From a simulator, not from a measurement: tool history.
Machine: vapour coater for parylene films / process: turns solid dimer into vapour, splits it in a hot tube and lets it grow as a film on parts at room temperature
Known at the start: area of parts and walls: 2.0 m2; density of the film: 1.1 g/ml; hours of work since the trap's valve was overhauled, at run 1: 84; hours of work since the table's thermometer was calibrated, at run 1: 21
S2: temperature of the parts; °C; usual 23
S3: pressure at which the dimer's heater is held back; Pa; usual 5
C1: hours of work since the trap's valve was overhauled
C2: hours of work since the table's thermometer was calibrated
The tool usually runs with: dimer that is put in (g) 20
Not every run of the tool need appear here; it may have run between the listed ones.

{"run": 1, "hour": 0.0, "dimer that is put in (g)": 20, "S2": 23, "S3": 5, "C1": 84, "C2": 21, "thickness of the film (nm)": 4410}
{"run": 2, "hour": 31.5, "dimer that is put in (g)": 20, "S2": 23, "S3": 5, "C1": 105, "C2": 43, "thickness of the film (nm)": 4400}
{"run": 3, "hour": 57.5, "dimer that is put in (g)": 20, "S2": 23, "S3": 5, "C1": 123, "C2": 61, "thickness of the film (nm)": 4390}
{"run": 4, "hour": 74.6, "dimer that is put in (g)": 20, "S2": 23, "S3": 5, "C1": 135, "C2": 72, "thickness of the film (nm)": 4350}
{"run": 5, "hour": 91.0, "dimer that is put in (g)": 20, "S2": 23, "S3": 5, "C1": 146, "C2": 84, "thickness of the film (nm)": 4390}
{"run": 6, "hour": 105.3, "dimer that is put in (g)": 20, "S2": 23, "S3": 5, "C1": 156, "C2": 93, "thickness of the film (nm)": 4390}
{"run": 7, "hour": 120.9, "dimer that is put in (g)": 20, "S2": 23, "S3": 5, "C1": 166, "C2": 104, "thickness of the film (nm)": 4400}
{"run": 8, "hour": 141.4, "dimer that is put in (g)": 20, "S2": 23, "S3": 5, "C1": 180, "C2": 118, "thickness of the film (nm)": 4320}
{"run": 9, "hour": 163.5, "dimer that is put in (g)": 20, "S2": 23, "S3": 5, "C1": 196, "C2": 133, "thickness of the film (nm)": 4360}
{"run": 10, "hour": 193.4, "dimer that is put in (g)": 20, "S2": 23, "S3": 8.26, "C1": 216, "C2": 154, "thickness of the film (nm)": 3950}
{"run": 11, "hour": 208.5, "dimer that is put in (g)": 20, "S2": 23, "S3": 8.26, "C1": 226, "C2": 164, "thickness of the film (nm)": 3960}
{"run": 12, "hour": 221.5, "dimer that is put in (g)": 20, "S2": 23, "S3": 8.26, "C1": 235, "C2": 173, "thickness of the film (nm)": 3910}
{"run": 13, "hour": 250.3, "dimer that is put in (g)": 20, "S2": 23, "S3": 8.26, "C1": 255, "C2": 193, "thickness of the film (nm)": 3930}
{"run": 14, "hour": 266.6, "dimer that is put in (g)": 20, "S2": 23, "S3": 8.26, "C1": 266, "C2": 204, "thickness of the film (nm)": 3930}
{"run": 15, "hour": 297.7, "dimer that is put in (g)": 20, "S2": 17, "S3": 5, "C1": 288, "C2": 225, "thickness of the film (nm)": 4980}
{"run": 16, "hour": 315.3, "dimer that is put in (g)": 20, "S2": 17, "S3": 5, "C1": 300, "C2": 237, "thickness of the film (nm)": 4970}
{"run": 17, "hour": 343.3, "dimer that is put in (g)": 20, "S2": 17, "S3": 5, "C1": 319, "C2": 257, "thickness of the film (nm)": 4940}
{"run": 18, "hour": 359.5, "dimer that is put in (g)": 20, "S2": 23, "S3": 5, "C1": 330, "C2": 268, "thickness of the film (nm)": 4250}
{"run": 19, "hour": 391.7, "dimer that is put in (g)": 20, "S2": 18, "S3": 5, "C1": 352, "C2": 290, "thickness of the film (nm)": 4800}
{"run": 20, "hour": 417.7, "dimer that is put in (g)": 20, "S2": 23, "S3": 5, "C1": 370, "C2": 308, "thickness of the film (nm)": 4240}
{"run": 21, "hour": 449.8, "dimer that is put in (g)": 20, "S2": 19, "S3": 5, "C1": 392, "C2": 330, "thickness of the film (nm)": 4630}
{"run": 22, "hour": 473.9, "dimer that is put in (g)": 20, "S2": 23, "S3": 5, "C1": 408, "C2": 346, "thickness of the film (nm)": 4170}
{"run": 23, "hour": 494.5, "dimer that is put in (g)": 9, "S2": 16, "S3": 2.3, "C1": 423, "C2": 360, "thickness of the film (nm)": 2580}
{"hour": 508.8, "done": "trap's valve overhauled"}
{"run": 24, "hour": 526.8, "dimer that is put in (g)": 9, "S2": 25, "S3": 10.75, "C1": 12, "C2": 380, "thickness of the film (nm)": 1660}
{"run": 25, "hour": 551.5, "dimer that is put in (g)": 34, "S2": 25, "S3": 4.78, "C1": 29, "C2": 396, "thickness of the film (nm)": 7170}
{"run": 26, "hour": 583.1, "dimer that is put in (g)": 22, "S2": 23, "S3": 8.75, "C1": 51, "C2": 418, "thickness of the film (nm)": 4350}
{"hour": 585.9, "done": "table's thermometer calibrated"}
{"run": 27, "hour": 613.7, "dimer that is put in (g)": 29, "S2": 19, "S3": 9.26, "C1": 71, "C2": 19, "thickness of the film (nm)": 6240}
{"run": 28, "hour": 626.9, "dimer that is put in (g)": 11, "S2": 20, "S3": 7.37, "C1": 80, "C2": 28, "thickness of the film (nm)": 2410}
{"run": 29, "hour": 645.1, "dimer that is put in (g)": 11, "S2": 20, "S3": 7.37, "C1": 93, "C2": 41, "thickness of the film (nm)": 2390}
{"hour": 662.5, "done": "table's thermometer calibrated, once more"}
{"run": 30, "hour": 662.5, "dimer that is put in (g)": 16, "S2": 27, "S3": 5, "C1": 104, "C2": 0, "thickness of the film (nm)": 3160}
{"run": 31, "hour": 688.5, "dimer that is put in (g)": 35, "S2": 27, "S3": 9.89, "C1": 122, "C2": 18, "thickness of the film (nm)": 6110}
{"run": 32, "hour": 705.6, "dimer that is put in (g)": 20, "S2": 17, "S3": 5, "C1": 134, "C2": 30, "thickness of the film (nm)": 5050}
{"run": 33, "hour": 729.8, "dimer that is put in (g)": 20, "S2": 17, "S3": 10.33, "C1": 150, "C2": 46, "thickness of the film (nm)": 4420}
{"run": 34, "hour": 752.1, "dimer that is put in (g)": 9, "S2": 23, "S3": 2.09, "C1": 165, "C2": 61, "thickness of the film (nm)": 2270}
{"run": 35, "hour": 773.6, "dimer that is put in (g)": 21, "S2": 23, "S3": 3.21, "C1": 180, "C2": 76, "thickness of the film (nm)": 4900}
{"run": 36, "hour": 802.3, "dimer that is put in (g)": 26, "S2": 18, "S3": 5.62, "C1": 200, "C2": 96, "thickness of the film (nm)": 6160}
{"run": 37, "hour": 833.1, "dimer that is put in (g)": 25, "S2": 22, "S3": 2.75, "C1": 221, "C2": 117, "thickness of the film (nm)": 6130}
{"run": 38, "hour": 846.2, "dimer that is put in (g)": 15, "S2": 22, "S3": 2.75, "C1": 230, "C2": 126, "thickness of the film (nm)": 3680}
{"run": 39, "hour": 867.4, "dimer that is put in (g)": 24, "S2": 27, "S3": 3.82, "C1": 244, "C2": 140, "thickness of the film (nm)": 4890}
{"run": 40, "hour": 897.5, "dimer that is put in (g)": 16, "S2": 18, "S3": 2.55, "C1": 265, "C2": 161, "thickness of the film (nm)": 4350}
{"run": 41, "hour": 927.8, "dimer that is put in (g)": 13, "S2": 15, "S3": 2.55, "C1": 286, "C2": 182, "thickness of the film (nm)": 3790}
{"run": 42, "hour": 945.2, "dimer that is put in (g)": 19, "S2": 23, "S3": 5, "C1": 298, "C2": 194, "thickness of the film (nm)": 4050}
{"run": 43, "hour": 959.5, "dimer that is put in (g)": 19, "S2": 31, "S3": 11.49, "C1": 308, "C2": 204, "thickness of the film (nm)": 2860}

Hidden state or all else? Some run-to-run changes of thickness of the film (nm), split into what the settings, what came in and random variation would give without the hidden state, and what is left for the hidden state (with any gauge scatter that isn't in both results):
Hidden state present: vapour lost through the trap's worn valve, %; true temperature of the parts over the reading, C; drift of the gauge itself on film_um, %.
Run 22 -> 23: dimer that is put in (g) 20 -> 9, S2 23 -> 16, S3 5 -> 2.3. thickness of the film (nm) -1590: hidden state +90, all else -1680.
Run 23 -> 24: S2 16 -> 25, S3 2.3 -> 10.75, trap's valve overhauled. thickness of the film (nm) -920: hidden state +150, all else -1070.
Run 24 -> 25: dimer that is put in (g) 9 -> 34, S3 10.75 -> 4.78. thickness of the film (nm) +5510: hidden state -90, all else +5600.
Run 27 -> 28: dimer that is put in (g) 29 -> 11, S2 19 -> 20, S3 9.26 -> 7.37. thickness of the film (nm) -3830: hidden state +80, all else -3910.
Run 30 -> 31: dimer that is put in (g) 16 -> 35, S3 5 -> 9.89. thickness of the film (nm) +2950: hidden state -80, all else +3030.
Run 37 -> 38: dimer that is put in (g) 25 -> 15. thickness of the film (nm) -2450: hidden state +100, all else -2550.
